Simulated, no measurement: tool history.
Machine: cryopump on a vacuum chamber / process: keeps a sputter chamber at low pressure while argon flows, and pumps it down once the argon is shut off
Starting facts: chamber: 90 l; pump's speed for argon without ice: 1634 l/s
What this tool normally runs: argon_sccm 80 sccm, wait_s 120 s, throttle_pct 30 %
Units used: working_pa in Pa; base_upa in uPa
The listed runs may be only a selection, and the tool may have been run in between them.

run   hour  argon_sccm  wait_s  throttle_pct  working_pa  base_upa
  1      0          80     120            30      0.2905       1.7
  2   26.3          80     120            30      0.2907      1.73
  3   49.3          80     158            30      0.2934      1.56
  4   65.5          80     158            30      0.2934       1.6
  5   85.7          80     158            30      0.2914      1.53
  6    109          80      26            30      0.2928      4.28
  7  136.4          80      26            30      0.2937      4.45
  8  149.4          80      26            30      0.2934      4.29
  9  167.4          80      26            30      0.2958      4.39
 10  188.1         103      88            34      0.3396      2.06
 11  212.2         103      88            34      0.3432      2.12
 12  239.6         123      88            34      0.4101      2.13
 13  255.1         123      88            34      0.4093      2.18
 14  269.8          56      28            27      0.2299      4.27
 15  283.1          37     120            30      0.1373      1.91
 16  303.2          37      74            32      0.1303      2.46
 17  322.5          37      74            16      0.2515      2.39

Consider 5 possible next runs. They are alternatives, not a sequence: every one starts from the tool as it was left by run 17. What does each give?
  A  335.2          37      74            16           ?         ?
  B  335.2          89      74            16           ?         ?
  C  335.2          84      74            29           ?         ?
  D  335.2          61      29            30           ?         ?
  E  335.2          38     120            30           ?         ?

run  working_pa  base_upa
  A      0.2508      2.37
  B      0.6043      2.34
  C      0.3247      2.37
  D      0.2289      4.22
  E      0.1429      2.04
Without the tool's unlogged condition, the same runs would have read:
run  working_pa  base_upa
  A      0.2392      1.29
  B      0.5764      1.28
  C      0.2984      1.29
  D      0.2098      3.13
  E      0.1309      0.92
